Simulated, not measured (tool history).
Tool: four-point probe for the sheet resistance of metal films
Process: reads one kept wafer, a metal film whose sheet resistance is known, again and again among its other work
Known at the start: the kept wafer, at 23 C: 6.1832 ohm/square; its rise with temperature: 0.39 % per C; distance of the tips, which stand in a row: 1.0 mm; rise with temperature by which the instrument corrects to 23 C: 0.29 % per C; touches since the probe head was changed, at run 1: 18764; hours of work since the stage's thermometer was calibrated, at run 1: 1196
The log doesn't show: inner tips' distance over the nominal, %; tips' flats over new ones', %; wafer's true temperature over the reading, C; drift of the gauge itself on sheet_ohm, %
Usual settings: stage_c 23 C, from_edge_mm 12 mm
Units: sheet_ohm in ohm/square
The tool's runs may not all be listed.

run   hour  stage_c  from_edge_mm  touches since the probe head was changed  hours of work since the stage's thermometer was calibrated  sheet_ohm
  1      0       23            12                                     18764                                                        1196    6.26835
  2   51.9       23            12                                     21221                                                        1230   6.269923
  3  103.7       23            31                                     23678                                                        1263   6.251128
  4  175.5       23            31                                     27079                                                        1311   6.252461
  5  223.5       23            31                                     29353                                                        1342    6.25358
  6  289.1       23            20                                     32462                                                        1385   6.258485
  7  330.5       23            20                                     34423                                                        1412   6.258389
  8  387.3       23            20                                     37111                                                        1449    6.26078
  9  452.7       23            20                                     40212                                                        1492   6.259648
 10  495.1       23            20                                     42222                                                        1520   6.261879
 11  570.1       23            20                                     45773                                                        1569   6.265595
 12  629.6       23            20                                     48590                                                        1608   6.263727
 13  697.9       23            20                                     51828                                                        1653   6.266569
 14    768       21            10                                     55151                                                        1699   6.279331
 15  821.4       32             5                                     57677                                                        1734   6.450117
 16  885.2       30             4                                     60701                                                        1775   6.507725

4 ways to go on from here, each from the tool as it stands after run 16. What would each give?
  A  921.5       33             4                                     62420                                                        1799          ?
  B  921.5       30            19                                     62420                                                        1799          ?
  C  921.5       27            17                                     62420                                                        1799          ?
  D  921.5       27            28                                     62420                                                        1799          ?

run  sheet_ohm
  A   6.526665
  B   6.312862
  C   6.299078
  D   6.290788
Without the tool's hidden state the same runs would have given:
run  sheet_ohm
  A   6.445798
  B   6.234403
  C   6.220732
  D   6.212539
